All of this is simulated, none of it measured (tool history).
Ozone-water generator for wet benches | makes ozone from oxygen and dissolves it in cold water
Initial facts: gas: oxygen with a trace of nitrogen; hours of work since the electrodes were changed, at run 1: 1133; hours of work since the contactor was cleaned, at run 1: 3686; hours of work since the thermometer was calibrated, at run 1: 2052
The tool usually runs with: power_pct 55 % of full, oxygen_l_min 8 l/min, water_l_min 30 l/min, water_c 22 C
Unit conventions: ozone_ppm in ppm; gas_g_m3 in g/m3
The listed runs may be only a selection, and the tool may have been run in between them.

run	hour	power_pct	oxygen_l_min	water_l_min	water_c	hours of work since the electrodes were changed	hours of work since the contactor was cleaned	hours of work since the thermometer was calibrated	ozone_ppm	gas_g_m3
1	0	55	8	30	22	1133	3686	2052	25.4	233.6
2	72.6	55	8	30	22	1183	3736	2101	24.9	231.4
3	136.2	55	8	30	22	1226	3780	2145	25.6	230.5
4	176.6	55	8	32	22	1254	3807	2173	23.9	231.6
5	247.4	55	8	30	22	1303	3856	2222	25.5	231.6
6	311	55	8	30	22	1347	3900	2265	25.2	229.5
7	376.1	55	8	22	22	1391	3945	2310	31.9	229.2
8	409.1	55	8	22	22	1414	3967	2333	32.2	233
9	480.4	55	8	30	22	1463	4016	2382	25.3	232.1
10	527.2	55	8	29	22	1495	4049	2414	25.9	230.6
11	593.1	55	8	29	22	1540	4094	2459	26.2	231
12	655.9	55	8	29	22	1584	4137	2503	25.9	231
13	695.9	55	5.9	30	22	1611	4165	2530	25.1	266.2
14	735.4	55	5.9	30	22	1638	4192	2557	25.1	266.5
15	787	55	5.9	30	22	1674	4227	2593	24.5	266.4
# hour 844.5: water thermometer calibrated
16	859.1	55	5.9	30	22	1723	4276	10	25	266.7
17	896.2	55	5.9	30	22	1749	4302	36	24.9	266.4
18	966.1	55	5.9	30	22	1797	4350	84	24.8	266.8
19	1011	55	8	35	25	1827	4381	114	20.7	230.7
20	1048	73	8	35	21	1853	4406	140	25.8	264.5
21	1105.4	55	10.91	37	24	1892	4446	179	20.1	198.1
22	1139.4	43	4.4	36	19	1916	4469	203	17.7	274.2
23	1177.7	41	7.43	20	22	1942	4495	229	29	206.6
24	1234.7	61	8.1	35	18	1981	4535	268	24.2	238.8
25	1283.9	61	10.12	42	18	2015	4569	302	20.8	214.2
26	1315.1	96	8	30	22	2037	4590	324	32.8	301
27	1349	96	8	30	22	2060	4613	347	33.3	302.3
28	1386	55	8.35	30	28	2085	4639	372	22.8	226
29	1421.1	55	9.05	30	22	2110	4663	396	25.1	217.1
30	1467	55	9.05	30	22	2141	4694	428	24.9	214.9
31	1514.1	91	12.41	37	28	2173	4727	460	24	239.1
32	1572.1	42	6.32	40	27	2213	4767	500	15.4	225.2
33	1627.3	55	9.78	30	20	2251	4805	538	25.8	208.2

Predict each of these 4 candidate next runs independently; none follows another, all start after run 33:
A	1662.2	86	14.18	30	20	2275	4829	562	?	?
B	1662.2	55	4.95	45	25	2275	4829	562	?	?
C	1662.2	91	13.74	30	22	2275	4829	562	?	?
D	1662.2	55	10.73	30	22	2275	4829	562	?	?

run	ozone_ppm	gas_g_m3
A	31.7	215.4
B	15.3	288.2
C	31.1	223.5
D	24.8	198.8
What these runs would have given with no unlogged condition in the tool:
run	ozone_ppm	gas_g_m3
A	34.2	221.7
B	16.6	294.9
C	33.6	230.3
D	26.6	203.5

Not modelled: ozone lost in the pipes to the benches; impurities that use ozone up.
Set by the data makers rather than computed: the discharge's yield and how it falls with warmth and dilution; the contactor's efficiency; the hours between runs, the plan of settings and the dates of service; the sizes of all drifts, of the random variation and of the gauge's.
